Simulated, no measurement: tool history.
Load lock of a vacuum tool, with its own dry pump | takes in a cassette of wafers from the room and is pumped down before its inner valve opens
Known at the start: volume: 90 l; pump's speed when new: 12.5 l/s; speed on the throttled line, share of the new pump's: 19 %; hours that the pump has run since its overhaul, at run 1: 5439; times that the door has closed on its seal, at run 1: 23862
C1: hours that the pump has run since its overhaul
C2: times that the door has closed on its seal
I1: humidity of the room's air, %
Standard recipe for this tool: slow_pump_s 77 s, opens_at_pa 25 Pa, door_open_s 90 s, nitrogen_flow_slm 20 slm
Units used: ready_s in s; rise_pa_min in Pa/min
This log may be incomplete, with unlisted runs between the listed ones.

{"run": 1, "hour": 0.0, "slow_pump_s": 77, "opens_at_pa": 25, "door_open_s": 90, "nitrogen_flow_slm": 20, "C1": 5439, "C2": 23862, "I1": 49.4, "ready_s": 128, "rise_pa_min": 0.544}
{"run": 2, "hour": 524.4, "slow_pump_s": 77, "opens_at_pa": 25, "door_open_s": 90, "nitrogen_flow_slm": 20, "C1": 5963, "C2": 24629, "I1": 41.6, "ready_s": 126.5, "rise_pa_min": 0.596}
{"run": 3, "hour": 815.4, "slow_pump_s": 77, "opens_at_pa": 25, "door_open_s": 28, "nitrogen_flow_slm": 20, "C1": 6254, "C2": 25055, "I1": 45.9, "ready_s": 128.3, "rise_pa_min": 0.603}
{"run": 4, "hour": 1262.7, "slow_pump_s": 77, "opens_at_pa": 25, "door_open_s": 28, "nitrogen_flow_slm": 20, "C1": 6702, "C2": 25710, "I1": 45, "ready_s": 127.4, "rise_pa_min": 0.612}
{"run": 5, "hour": 1527.7, "slow_pump_s": 77, "opens_at_pa": 25, "door_open_s": 28, "nitrogen_flow_slm": 20, "C1": 6967, "C2": 26098, "I1": 45.3, "ready_s": 128.5, "rise_pa_min": 0.628}
{"hour": 1566.4, "done": "door's seal changed, seat wiped"}
{"run": 6, "hour": 1848.4, "slow_pump_s": 77, "opens_at_pa": 25, "door_open_s": 28, "nitrogen_flow_slm": 20, "C1": 7286, "C2": 413, "I1": 45, "ready_s": 128, "rise_pa_min": 0.006}
{"run": 7, "hour": 2333.5, "slow_pump_s": 77, "opens_at_pa": 25, "door_open_s": 90, "nitrogen_flow_slm": 20, "C1": 7771, "C2": 1122, "I1": 40.9, "ready_s": 129.2, "rise_pa_min": 0.027}
{"run": 8, "hour": 2591.9, "slow_pump_s": 77, "opens_at_pa": 25, "door_open_s": 90, "nitrogen_flow_slm": 20, "C1": 8029, "C2": 1500, "I1": 46.2, "ready_s": 129.2, "rise_pa_min": 0.025}
{"run": 9, "hour": 2888.2, "slow_pump_s": 77, "opens_at_pa": 25, "door_open_s": 90, "nitrogen_flow_slm": 20, "C1": 8326, "C2": 1934, "I1": 47, "ready_s": 129.3, "rise_pa_min": 0.034}
{"run": 10, "hour": 3408.4, "slow_pump_s": 77, "opens_at_pa": 25, "door_open_s": 90, "nitrogen_flow_slm": 20, "C1": 8846, "C2": 2695, "I1": 46.4, "ready_s": 129.9, "rise_pa_min": 0.044}
{"run": 11, "hour": 3697.5, "slow_pump_s": 77, "opens_at_pa": 25, "door_open_s": 90, "nitrogen_flow_slm": 20, "C1": 9135, "C2": 3118, "I1": 43.9, "ready_s": 129.2, "rise_pa_min": 0.047}
{"run": 12, "hour": 4208.1, "slow_pump_s": 77, "opens_at_pa": 25, "door_open_s": 90, "nitrogen_flow_slm": 20, "C1": 9646, "C2": 3865, "I1": 44.9, "ready_s": 128.8, "rise_pa_min": 0.059}
{"run": 13, "hour": 4686.2, "slow_pump_s": 77, "opens_at_pa": 25, "door_open_s": 90, "nitrogen_flow_slm": 20, "C1": 10124, "C2": 4565, "I1": 46, "ready_s": 130, "rise_pa_min": 0.064}
{"run": 14, "hour": 4977.6, "slow_pump_s": 77, "opens_at_pa": 25, "door_open_s": 90, "nitrogen_flow_slm": 39, "C1": 10415, "C2": 4992, "I1": 45.2, "ready_s": 131.7, "rise_pa_min": 0.067}
{"run": 15, "hour": 5562.7, "slow_pump_s": 77, "opens_at_pa": 25, "door_open_s": 90, "nitrogen_flow_slm": 39, "C1": 11000, "C2": 5848, "I1": 43, "ready_s": 131.7, "rise_pa_min": 0.07}
{"run": 16, "hour": 5835.4, "slow_pump_s": 106, "opens_at_pa": 25, "door_open_s": 90, "nitrogen_flow_slm": 39, "C1": 11273, "C2": 6247, "I1": 47.1, "ready_s": 153.6, "rise_pa_min": 0.082}
{"run": 17, "hour": 6122.6, "slow_pump_s": 108, "opens_at_pa": 19, "door_open_s": 90, "nitrogen_flow_slm": 10, "C1": 11560, "C2": 6667, "I1": 47.7, "ready_s": 158.8, "rise_pa_min": 0.107}
{"run": 18, "hour": 6659.6, "slow_pump_s": 108, "opens_at_pa": 48, "door_open_s": 90, "nitrogen_flow_slm": 10, "C1": 12097, "C2": 7453, "I1": 46.9, "ready_s": 150.5, "rise_pa_min": 0.114}
{"run": 19, "hour": 7044.4, "slow_pump_s": 108, "opens_at_pa": 48, "door_open_s": 90, "nitrogen_flow_slm": 10, "C1": 12482, "C2": 8016, "I1": 43.1, "ready_s": 150.5, "rise_pa_min": 0.123}
{"run": 20, "hour": 7638.9, "slow_pump_s": 133, "opens_at_pa": 48, "door_open_s": 32, "nitrogen_flow_slm": 10, "C1": 13076, "C2": 8886, "I1": 45.4, "ready_s": 170.6, "rise_pa_min": 0.125}
{"run": 21, "hour": 8083.2, "slow_pump_s": 42, "opens_at_pa": 22, "door_open_s": 26, "nitrogen_flow_slm": 38, "C1": 13521, "C2": 9536, "I1": 46.6, "ready_s": 108.1, "rise_pa_min": 0.134}
{"run": 22, "hour": 8698.2, "slow_pump_s": 77, "opens_at_pa": 22, "door_open_s": 90, "nitrogen_flow_slm": 13, "C1": 14136, "C2": 10436, "I1": 45.1, "ready_s": 135.3, "rise_pa_min": 0.169}
{"run": 23, "hour": 9273.4, "slow_pump_s": 77, "opens_at_pa": 43, "door_open_s": 124, "nitrogen_flow_slm": 7, "C1": 14711, "C2": 11278, "I1": 43.7, "ready_s": 129.2, "rise_pa_min": 0.199}
{"run": 24, "hour": 9702.5, "slow_pump_s": 135, "opens_at_pa": 19, "door_open_s": 124, "nitrogen_flow_slm": 10, "C1": 15140, "C2": 11906, "I1": 44.5, "ready_s": 181.3, "rise_pa_min": 0.213}
{"run": 25, "hour": 10260.2, "slow_pump_s": 135, "opens_at_pa": 19, "door_open_s": 124, "nitrogen_flow_slm": 10, "C1": 15698, "C2": 12722, "I1": 44.5, "ready_s": 181.1, "rise_pa_min": 0.225}
{"run": 26, "hour": 10704.4, "slow_pump_s": 77, "opens_at_pa": 25, "door_open_s": 90, "nitrogen_flow_slm": 11, "C1": 16142, "C2": 13372, "I1": 41.4, "ready_s": 137.3, "rise_pa_min": 0.226}
{"run": 27, "hour": 11300.4, "slow_pump_s": 77, "opens_at_pa": 25, "door_open_s": 189, "nitrogen_flow_slm": 25, "C1": 16738, "C2": 14244, "I1": 43.9, "ready_s": 137.7, "rise_pa_min": 0.253}
{"run": 28, "hour": 11604.0, "slow_pump_s": 77, "opens_at_pa": 25, "door_open_s": 189, "nitrogen_flow_slm": 25, "C1": 17042, "C2": 14688, "I1": 48.7, "ready_s": 137.1, "rise_pa_min": 0.27}
{"hour": 12086.9, "done": "dry pump taken out, an overhauled one fitted"}
{"run": 29, "hour": 12168.8, "slow_pump_s": 135, "opens_at_pa": 25, "door_open_s": 29, "nitrogen_flow_slm": 20, "C1": 82, "C2": 15506, "I1": 43.6, "ready_s": 169.9, "rise_pa_min": 0.273}
{"run": 30, "hour": 12525.1, "slow_pump_s": 66, "opens_at_pa": 25, "door_open_s": 146, "nitrogen_flow_slm": 20, "C1": 438, "C2": 16027, "I1": 43, "ready_s": 112.9, "rise_pa_min": 0.295}
{"run": 31, "hour": 13054.2, "slow_pump_s": 66, "opens_at_pa": 25, "door_open_s": 235, "nitrogen_flow_slm": 5, "C1": 967, "C2": 16801, "I1": 44.1, "ready_s": 112.3, "rise_pa_min": 0.379}

4 ways to go on from here, each from the tool as it stands after run 31. What would each give?
{"run": "A", "hour": 13474.4, "slow_pump_s": 66, "opens_at_pa": 29, "door_open_s": 235, "nitrogen_flow_slm": 5, "C1": 1388, "C2": 17417, "I1": 48.7, "ready_s": "?", "rise_pa_min": "?"}
{"run": "B", "hour": 13474.4, "slow_pump_s": 44, "opens_at_pa": 27, "door_open_s": 125, "nitrogen_flow_slm": 20, "C1": 1388, "C2": 17417, "I1": 41.1, "ready_s": "?", "rise_pa_min": "?"}
{"run": "C", "hour": 13474.4, "slow_pump_s": 58, "opens_at_pa": 25, "door_open_s": 235, "nitrogen_flow_slm": 5, "C1": 1388, "C2": 17417, "I1": 43.3, "ready_s": "?", "rise_pa_min": "?"}
{"run": "D", "hour": 13474.4, "slow_pump_s": 65, "opens_at_pa": 25, "door_open_s": 76, "nitrogen_flow_slm": 4, "C1": 1388, "C2": 17417, "I1": 43.8, "ready_s": "?", "rise_pa_min": "?"}

run=A ready_s=112.9 rise_pa_min=0.399
run=B ready_s=96.5 rise_pa_min=0.343
run=C ready_s=108.1 rise_pa_min=0.394
run=D ready_s=113.9 rise_pa_min=0.35
Without the tool's hidden state the same runs would have given:
run=A ready_s=112.2 rise_pa_min=0.085
run=B ready_s=95.7 rise_pa_min=0.027
run=C ready_s=107.4 rise_pa_min=0.078
run=D ready_s=113.2 rise_pa_min=0.037
